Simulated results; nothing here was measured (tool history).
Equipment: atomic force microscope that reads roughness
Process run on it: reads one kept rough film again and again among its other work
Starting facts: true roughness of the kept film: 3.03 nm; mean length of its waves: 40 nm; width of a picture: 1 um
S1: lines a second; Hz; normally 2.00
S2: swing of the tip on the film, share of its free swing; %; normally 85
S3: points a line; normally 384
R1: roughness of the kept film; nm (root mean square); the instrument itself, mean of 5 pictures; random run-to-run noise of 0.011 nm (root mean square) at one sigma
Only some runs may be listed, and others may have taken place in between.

| run | hour | S1 | S2 | S3 | R1 |
|---|---|---|---|---|---|
| 1 | 0.0 | 2.00 | 85 | 384 | 2.257 |
| 2 | 12.6 | 3.87 | 85 | 384 | 1.961 |
|  | 18.5 | new tip fitted |
| 3 | 26.3 | 3.87 | 85 | 384 | 2.125 |
| 4 | 42.3 | 2.00 | 85 | 384 | 2.354 |
| 5 | 51.7 | 2.00 | 85 | 948 | 2.354 |
| 6 | 60.7 | 2.00 | 85 | 948 | 2.319 |
| 7 | 68.6 | 2.00 | 85 | 948 | 2.327 |
| 8 | 82.4 | 2.00 | 85 | 948 | 2.287 |
| 9 | 90.1 | 0.90 | 60 | 704 | 2.589 |
| 10 | 105.8 | 3.07 | 89 | 795 | 1.963 |
|  | 113.4 | new tip fitted |
| 11 | 116.9 | 0.98 | 59 | 432 | 2.815 |
| 12 | 126.6 | 0.56 | 76 | 425 | 2.745 |
| 13 | 134.8 | 0.67 | 75 | 750 | 2.698 |

Each row is a separate what-if for the run after 13, all from the same tool condition, not one after another. Results?
| A | 141.6 | 3.34 | 87 | 494 | ? |
| B | 141.6 | 0.78 | 86 | 856 | ? |
| C | 141.6 | 1.23 | 71 | 748 | ? |
| D | 141.6 | 2.00 | 70 | 384 | ? |

| run | R1 |
|---|---|
| A | 2.092 |
| B | 2.575 |
| C | 2.631 |
| D | 2.571 |
Stripped of hidden state, with their random variation kept, the same runs would have yielded:
| run | R1 |
|---|---|
| A | 2.168 |
| B | 2.669 |
| C | 2.728 |
| D | 2.665 |

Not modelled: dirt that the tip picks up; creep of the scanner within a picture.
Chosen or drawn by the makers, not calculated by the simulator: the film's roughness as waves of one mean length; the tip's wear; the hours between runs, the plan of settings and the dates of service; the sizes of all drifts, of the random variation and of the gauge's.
